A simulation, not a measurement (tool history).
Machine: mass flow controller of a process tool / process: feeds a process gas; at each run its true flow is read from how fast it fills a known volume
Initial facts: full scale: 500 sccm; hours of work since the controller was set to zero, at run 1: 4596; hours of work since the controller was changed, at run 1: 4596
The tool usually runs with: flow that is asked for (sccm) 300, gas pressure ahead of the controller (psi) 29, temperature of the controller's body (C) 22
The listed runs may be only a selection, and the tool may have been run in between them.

| run | hour | flow that is asked for (sccm) | gas pressure ahead of the controller (psi) | temperature of the controller's body (C) | hours of work since the controller was set to zero | hours of work since the controller was changed | true flow (%) |
|---|---|---|---|---|---|---|---|
| 1 | 0 | 300 | 29 | 22 | 4596 | 4596 | 95.82 |
| 2 | 345.4 | 204 | 29 | 22 | 4729 | 4729 | 94.35 |
| 3 | 595.7 | 204 | 29 | 22 | 4825 | 4825 | 94.39 |
| 4 | 913.8 | 204 | 29 | 22 | 4946 | 4946 | 94.22 |
| 5 | 1235.2 | 204 | 29 | 22 | 5070 | 5070 | 94.11 |
| 6 | 1470.8 | 204 | 29 | 22 | 5160 | 5160 | 94.14 |
| 7 | 1729.4 | 204 | 29 | 22 | 5259 | 5259 | 94.11 |
| 8 | 1899.2 | 204 | 29 | 22 | 5324 | 5324 | 93.96 |
| 9 | 2097.8 | 300 | 29 | 22 | 5400 | 5400 | 95.41 |
| 10 | 2310.8 | 300 | 29 | 22 | 5482 | 5482 | 95.41 |
| 11 | 2608.7 | 300 | 29 | 22 | 5596 | 5596 | 95.2 |
| 12 | 2847.4 | 300 | 29 | 24 | 5687 | 5687 | 95.35 |
| 13 | 3111.1 | 300 | 29 | 24 | 5788 | 5788 | 95.35 |
| 14 | 3463.8 | 300 | 29 | 24 | 5923 | 5923 | 95.26 |
| 15 | 3822.5 | 300 | 29 | 24 | 6061 | 6061 | 95.16 |
| 16 | 4138 | 300 | 29 | 22 | 6182 | 6182 | 95.04 |
| 17 | 4412.8 | 300 | 29 | 22 | 6287 | 6287 | 94.83 |
| 18 | 4575.4 | 300 | 29 | 22 | 6349 | 6349 | 94.85 |
| 19 | 4834.3 | 300 | 29 | 22 | 6449 | 6449 | 94.62 |
| 20 | 5148.5 | 205 | 29 | 22 | 6569 | 6569 | 93.12 |
| 21 | 5416.1 | 205 | 29 | 22 | 6671 | 6671 | 93.19 |
| 22 | 5677.3 | 211 | 28.4 | 34 | 6771 | 6771 | 94.27 |
| 23 | 5924.5 | 70 | 25.7 | 37 | 6866 | 6866 | 88.16 |
| 24 | 6080.3 | 79 | 29 | 30 | 6926 | 6926 | 88.31 |
| 25 | 6292 | 199 | 29 | 30 | 7007 | 7007 | 93.54 |
| 26 | 6557.7 | 199 | 29 | 30 | 7109 | 7109 | 93.45 |
|  | 6761.5 | controller's zero set anew |
| 27 | 6889.2 | 310 | 24.1 | 25 | 49 | 7236 | 96.75 |
| 28 | 7250.8 | 487 | 21.8 | 25 | 187 | 7374 | 98.15 |
| 29 | 7539 | 71 | 20.5 | 36 | 298 | 7485 | 95.65 |
| 30 | 7791.3 | 102 | 37.6 | 36 | 395 | 7581 | 95.38 |
| 31 | 8140.5 | 75 | 22.3 | 39 | 528 | 7715 | 95.54 |
| 32 | 8487.3 | 75 | 22.3 | 39 | 661 | 7848 | 95.34 |
| 33 | 8795.2 | 75 | 22.3 | 39 | 779 | 7966 | 95.31 |
| 34 | 9009.2 | 139 | 29 | 22 | 861 | 8048 | 94.28 |
| 35 | 9320.9 | 385 | 29 | 22 | 981 | 8167 | 96.41 |
| 36 | 9474.2 | 462 | 23.5 | 28 | 1039 | 8226 | 97.75 |
| 37 | 9856 | 62 | 39.9 | 28 | 1186 | 8372 | 92.71 |
| 38 | 10052.9 | 62 | 39.9 | 28 | 1261 | 8448 | 92.52 |
| 39 | 10380.3 | 227 | 21 | 36 | 1386 | 8573 | 96.53 |
| 40 | 10760.4 | 77 | 29 | 38 | 1532 | 8719 | 94 |

Predict each of these 5 candidate next runs independently; none follows another, all start after run 40:
| A | 11107.6 | 51 | 29 | 26 | 1665 | 8852 | ? |
| B | 11107.6 | 50 | 29 | 23 | 1665 | 8852 | ? |
| C | 11107.6 | 177 | 33.5 | 27 | 1665 | 8852 | ? |
| D | 11107.6 | 77 | 29 | 20 | 1665 | 8852 | ? |
| E | 11107.6 | 176 | 29 | 22 | 1665 | 8852 | ? |

| run | true flow (%) |
|---|---|
| A | 91.4 |
| B | 91.07 |
| C | 94.65 |
| D | 92.23 |
| E | 94.12 |
Stripped of hidden state, with their random variation kept, the same runs would have yielded:
| run | true flow (%) |
|---|---|
| A | 96.87 |
| B | 96.6 |
| C | 97.92 |
| D | 96.66 |
| E | 97.39 |

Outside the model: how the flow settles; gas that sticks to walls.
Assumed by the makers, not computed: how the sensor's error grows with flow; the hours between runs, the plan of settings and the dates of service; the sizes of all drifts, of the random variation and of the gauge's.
